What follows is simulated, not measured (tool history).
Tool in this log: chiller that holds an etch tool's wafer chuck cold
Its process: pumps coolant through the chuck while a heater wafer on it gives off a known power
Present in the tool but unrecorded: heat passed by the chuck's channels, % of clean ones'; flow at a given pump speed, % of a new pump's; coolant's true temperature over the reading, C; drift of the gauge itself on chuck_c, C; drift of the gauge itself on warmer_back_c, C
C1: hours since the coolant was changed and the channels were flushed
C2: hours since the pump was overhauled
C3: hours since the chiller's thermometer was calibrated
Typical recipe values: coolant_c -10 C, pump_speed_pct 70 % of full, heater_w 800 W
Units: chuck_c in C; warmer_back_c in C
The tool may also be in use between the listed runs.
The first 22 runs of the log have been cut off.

{"run": 23, "hour": 2250.1, "coolant_c": -10, "pump_speed_pct": 87, "heater_w": 403, "C1": 332, "C2": 7515, "C3": 233, "chuck_c": -5.3, "warmer_back_c": 0.93}
{"run": 24, "hour": 2339.6, "coolant_c": -18, "pump_speed_pct": 88, "heater_w": 780, "C1": 421, "C2": 7604, "C3": 323, "chuck_c": -9.3, "warmer_back_c": 1.88}
{"run": 25, "hour": 2474.9, "coolant_c": -10, "pump_speed_pct": 62, "heater_w": 1138, "C1": 556, "C2": 7740, "C3": 458, "chuck_c": 6.8, "warmer_back_c": 3.88}
{"run": 26, "hour": 2542.8, "coolant_c": -10, "pump_speed_pct": 62, "heater_w": 1138, "C1": 624, "C2": 7808, "C3": 526, "chuck_c": 6.8, "warmer_back_c": 3.93}
{"run": 27, "hour": 2638.0, "coolant_c": -10, "pump_speed_pct": 88, "heater_w": 829, "C1": 720, "C2": 7903, "C3": 621, "chuck_c": -0.5, "warmer_back_c": 2.04}
{"run": 28, "hour": 2713.1, "coolant_c": -16, "pump_speed_pct": 70, "heater_w": 604, "C1": 795, "C2": 7978, "C3": 696, "chuck_c": -7.9, "warmer_back_c": 1.8}
{"run": 29, "hour": 2853.9, "coolant_c": -18, "pump_speed_pct": 70, "heater_w": 662, "C1": 935, "C2": 8119, "C3": 837, "chuck_c": -9, "warmer_back_c": 1.98}
{"run": 30, "hour": 2962.4, "coolant_c": -6, "pump_speed_pct": 69, "heater_w": 660, "C1": 1044, "C2": 8227, "C3": 946, "chuck_c": 3.4, "warmer_back_c": 2.01}
{"run": 31, "hour": 3034.8, "coolant_c": -9, "pump_speed_pct": 70, "heater_w": 800, "C1": 1116, "C2": 8300, "C3": 1018, "chuck_c": 2.2, "warmer_back_c": 2.44}

What if the next run were any one of these 4? Each begins from the tool's condition after run 31:
{"run": "A", "hour": 3116.0, "coolant_c": -11, "pump_speed_pct": 74, "heater_w": 443, "C1": 1198, "C2": 8381, "C3": 1099, "chuck_c": "?", "warmer_back_c": "?"}
{"run": "B", "hour": 3116.0, "coolant_c": -10, "pump_speed_pct": 84, "heater_w": 800, "C1": 1198, "C2": 8381, "C3": 1099, "chuck_c": "?", "warmer_back_c": "?"}
{"run": "C", "hour": 3116.0, "coolant_c": -9, "pump_speed_pct": 60, "heater_w": 800, "C1": 1198, "C2": 8381, "C3": 1099, "chuck_c": "?", "warmer_back_c": "?"}
{"run": "D", "hour": 3116.0, "coolant_c": -16, "pump_speed_pct": 83, "heater_w": 486, "C1": 1198, "C2": 8381, "C3": 1099, "chuck_c": "?", "warmer_back_c": "?"}

run=A chuck_c=-5.2 warmer_back_c=1.27
run=B chuck_c=-0.4 warmer_back_c=2.01
run=C chuck_c=3.2 warmer_back_c=2.86
run=D chuck_c=-10 warmer_back_c=1.23
Without the tool's unlogged condition, the same runs would have read:
run=A chuck_c=-5.6 warmer_back_c=1.16
run=B chuck_c=-1.1 warmer_back_c=1.84
run=C chuck_c=2.3 warmer_back_c=2.61
run=D chuck_c=-10.4 warmer_back_c=1.12
